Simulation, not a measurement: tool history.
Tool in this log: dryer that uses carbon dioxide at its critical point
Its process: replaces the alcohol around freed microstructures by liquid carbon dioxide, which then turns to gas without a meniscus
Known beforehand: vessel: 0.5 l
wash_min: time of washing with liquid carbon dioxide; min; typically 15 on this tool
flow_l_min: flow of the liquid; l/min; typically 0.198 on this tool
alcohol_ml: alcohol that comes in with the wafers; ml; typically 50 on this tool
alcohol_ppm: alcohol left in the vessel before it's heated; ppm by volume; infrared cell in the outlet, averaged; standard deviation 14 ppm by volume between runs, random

run   hour  wash_min  flow_l_min  alcohol_ml  alcohol_ppm
  1    0.0        15       0.198          50         1184
  2    8.8        15       0.198          50         1215
  3   14.3        22       0.198          50          170
  4   19.6        14       0.198          50         1644
  5   28.0        15       0.198          50         1262
  6   32.4        15       0.198          50         1267
  7   36.6        15       0.198          50         1256
  8   45.2        15       0.198          50         1311
  9   52.9        15       0.198          50         1283
 10   57.6        15       0.198          50         1327
 11   64.5        15       0.198          50         1312
 12   73.5        15       0.198          50         1370
 13   81.9        15       0.198          50         1407
 14   88.5        15       0.198          50         1388
 15   94.5        11       0.198          50         4382
 16  100.3        11       0.198          50         4490
 17  109.9        15       0.198          50          963
 18  119.1        15       0.198          50          962
 19  124.0        15       0.198          50          952
 20  128.1        15       0.198          50          977
 21  133.6        15       0.198          79         1585
 22  140.1        15       0.198          79         1611
 23  147.4        15       0.198          50         1027
 24  155.4        15       0.198          50         1017
 25  162.3        15       0.198          50         1060
 26  166.9        15       0.198          50         1076
 27  172.7        15       0.198          50         1091
 28  177.9        15       0.198          50         1067
 29  185.0        15       0.198          50         1120
 30  189.4        11       0.158          50         7159
 31  193.4        11       0.158          50         7312
 32  202.9        10       0.298         114         2263
 33  210.7        10       0.298         114         2243
 34  220.0        10       0.298         114         2324
 35  226.2        13       0.298         114          652
 36  234.2        19       0.155          21          578
 37  243.8        12       0.172          70         6536
 38  250.9        15       0.269          35          229
 39  260.1        15       0.269          35          221
 40  264.9        15       0.269          35          229
 41  270.1        15       0.269          35          244
 42  276.4        15       0.256          33          283
 43  281.2        23       0.153          20          295
 44  289.4        15       0.147          20         1685
 45  297.7        23       0.198          26          146
 46  305.9        23       0.198          26          147

Between the runs listed above, the log contained 1 entry, not reproduced here. Where in the sequence does each belong, and how does what the log doesn't record of the tool's condition differ from the listed run before to the listed run after?
Logged between run 16 and run 17: inlet filter changed (hour 103.8)
  flow that reaches the vessel past the clogged filter, %: 90.8 -> 99.6; alcohol in the recycled carbon dioxide, ppm: 39.9 -> 41.7
  measured value less the no-hidden-state value, alcohol_ppm: +1241 -> +53 ppm by volume

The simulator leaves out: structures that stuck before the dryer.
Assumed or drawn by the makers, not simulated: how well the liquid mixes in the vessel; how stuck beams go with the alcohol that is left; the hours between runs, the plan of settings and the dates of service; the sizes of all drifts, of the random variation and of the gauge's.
